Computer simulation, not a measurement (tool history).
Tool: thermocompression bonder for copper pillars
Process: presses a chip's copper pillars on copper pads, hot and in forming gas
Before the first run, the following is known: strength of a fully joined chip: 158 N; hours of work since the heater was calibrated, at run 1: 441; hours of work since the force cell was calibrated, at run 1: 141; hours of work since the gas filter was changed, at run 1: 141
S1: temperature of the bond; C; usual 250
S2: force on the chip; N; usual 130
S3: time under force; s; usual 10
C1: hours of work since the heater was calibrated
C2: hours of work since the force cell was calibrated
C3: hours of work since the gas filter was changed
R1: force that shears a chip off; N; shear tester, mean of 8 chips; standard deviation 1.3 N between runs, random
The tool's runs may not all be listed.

run 1 hour=0.0 | S1=250 S2=130 S3=10 | C1=441 C2=141 C3=141 | R1=118.6
run 2 hour=54.7 | S1=250 S2=130 S3=10 | C1=472 C2=171 C3=171 | R1=117.1
run 3 hour=118.7 | S1=250 S2=130 S3=10 | C1=508 C2=207 C3=207 | R1=115.1
run 4 hour=164.3 | S1=250 S2=130 S3=10 | C1=533 C2=233 C3=233 | R1=115.8
run 5 hour=216.5 | S1=250 S2=130 S3=10 | C1=562 C2=262 C3=262 | R1=118.8
run 6 hour=263.1 | S1=250 S2=130 S3=10 | C1=588 C2=288 C3=288 | R1=117.1
run 7 hour=361.2 | S1=247 S2=130 S3=10 | C1=643 C2=343 C3=343 | R1=115.6
run 8 hour=403.8 | S1=247 S2=130 S3=10 | C1=667 C2=366 C3=366 | R1=112.0
run 9 hour=498.1 | S1=250 S2=149 S3=10 | C1=720 C2=419 C3=419 | R1=121.7
-- hour=507.4 forming gas filter changed
run 10 hour=598.4 | S1=250 S2=117 S3=10 | C1=775 C2=475 C3=51 | R1=110.8
run 11 hour=676.0 | S1=250 S2=117 S3=10 | C1=819 C2=518 C3=94 | R1=112.7
run 12 hour=732.0 | S1=250 S2=117 S3=10 | C1=850 C2=550 C3=125 | R1=109.5
run 13 hour=777.5 | S1=250 S2=130 S3=10 | C1=875 C2=575 C3=151 | R1=117.9
run 14 hour=823.2 | S1=250 S2=130 S3=10 | C1=901 C2=600 C3=176 | R1=118.3
run 15 hour=900.2 | S1=250 S2=130 S3=11 | C1=944 C2=643 C3=219 | R1=121.2
run 16 hour=971.1 | S1=250 S2=130 S3=8 | C1=984 C2=683 C3=259 | R1=109.8
-- hour=1022.8 heater calibrated with a thermocouple chip
run 17 hour=1040.8 | S1=250 S2=130 S3=8 | C1=10 C2=721 C3=297 | R1=108.7
run 18 hour=1131.6 | S1=250 S2=130 S3=8 | C1=61 C2=772 C3=348 | R1=110.7
run 19 hour=1178.3 | S1=250 S2=130 S3=8 | C1=87 C2=798 C3=374 | R1=107.3
-- hour=1273.4 forming gas filter changed
run 20 hour=1276.1 | S1=250 S2=130 S3=10 | C1=141 C2=852 C3=2 | R1=117.1
run 21 hour=1334.5 | S1=250 S2=130 S3=10 | C1=174 C2=885 C3=34 | R1=118.0
run 22 hour=1432.7 | S1=271 S2=130 S3=14 | C1=229 C2=940 C3=89 | R1=142.0
run 23 hour=1523.4 | S1=250 S2=140 S3=13 | C1=279 C2=990 C3=140 | R1=124.9
run 24 hour=1576.2 | S1=250 S2=138 S3=21 | C1=309 C2=1020 C3=169 | R1=137.1
run 25 hour=1642.4 | S1=251 S2=96 S3=21 | C1=346 C2=1057 C3=206 | R1=122.0
run 26 hour=1730.1 | S1=225 S2=156 S3=28 | C1=395 C2=1106 C3=255 | R1=127.5
run 27 hour=1771.8 | S1=223 S2=83 S3=28 | C1=418 C2=1129 C3=278 | R1=97.0
run 28 hour=1866.8 | S1=223 S2=83 S3=28 | C1=471 C2=1182 C3=332 | R1=94.4
run 29 hour=1923.5 | S1=221 S2=103 S3=21 | C1=503 C2=1214 C3=363 | R1=94.5
run 30 hour=1989.3 | S1=221 S2=103 S3=21 | C1=540 C2=1251 C3=400 | R1=94.8
-- hour=2034.9 forming gas filter changed
run 31 hour=2069.9 | S1=221 S2=144 S3=25 | C1=584 C2=1295 C3=20 | R1=114.8
run 32 hour=2110.5 | S1=221 S2=144 S3=25 | C1=607 C2=1318 C3=42 | R1=116.8
-- hour=2168.0 force cell calibrated
run 33 hour=2170.3 | S1=271 S2=187 S3=10 | C1=640 C2=1 C3=75 | R1=145.3
run 34 hour=2244.9 | S1=255 S2=100 S3=16 | C1=681 C2=43 C3=116 | R1=120.9
run 35 hour=2292.0 | S1=276 S2=161 S3=9 | C1=708 C2=69 C3=143 | R1=141.8
run 36 hour=2391.2 | S1=276 S2=161 S3=9 | C1=763 C2=125 C3=198 | R1=143.0
run 37 hour=2454.0 | S1=223 S2=130 S3=7 | C1=798 C2=160 C3=233 | R1=77.6
run 38 hour=2502.7 | S1=249 S2=139 S3=16 | C1=825 C2=187 C3=261 | R1=127.7
run 39 hour=2600.8 | S1=249 S2=139 S3=16 | C1=880 C2=242 C3=315 | R1=131.0

For each entry between runs, how does the tool's hidden state at the last listed run before it compare with that at the first listed run after it?
Runs 9 to 10: forming gas filter changed (hour 507.4)
  true temperature of the bond over the reading, C: 0.6 -> 0.7; oxide that the forming gas leaves, % of the face: 1.1 -> 0.59
Runs 16 to 17: heater calibrated with a thermocouple chip (hour 1022.8)
  true temperature of the bond over the reading, C: 0.9 -> 0; force that reaches the chip, % of what is set: 99.6 -> 99.5; oxide that the forming gas leaves, % of the face: 0.87 -> 0.92
Runs 19 to 20: forming gas filter changed (hour 1273.4)
  oxide that the forming gas leaves, % of the face: 1.03 -> 0.51
Runs 30 to 31: forming gas filter changed (hour 2034.9)
  oxide that the forming gas leaves, % of the face: 1.06 -> 0.53
Runs 32 to 33: force cell calibrated (hour 2168.0)
  true temperature of the bond over the reading, C: 0.6 -> 0.7; force that reaches the chip, % of what is set: 99.2 -> 100; oxide that the forming gas leaves, % of the face: 0.56 -> 0.6

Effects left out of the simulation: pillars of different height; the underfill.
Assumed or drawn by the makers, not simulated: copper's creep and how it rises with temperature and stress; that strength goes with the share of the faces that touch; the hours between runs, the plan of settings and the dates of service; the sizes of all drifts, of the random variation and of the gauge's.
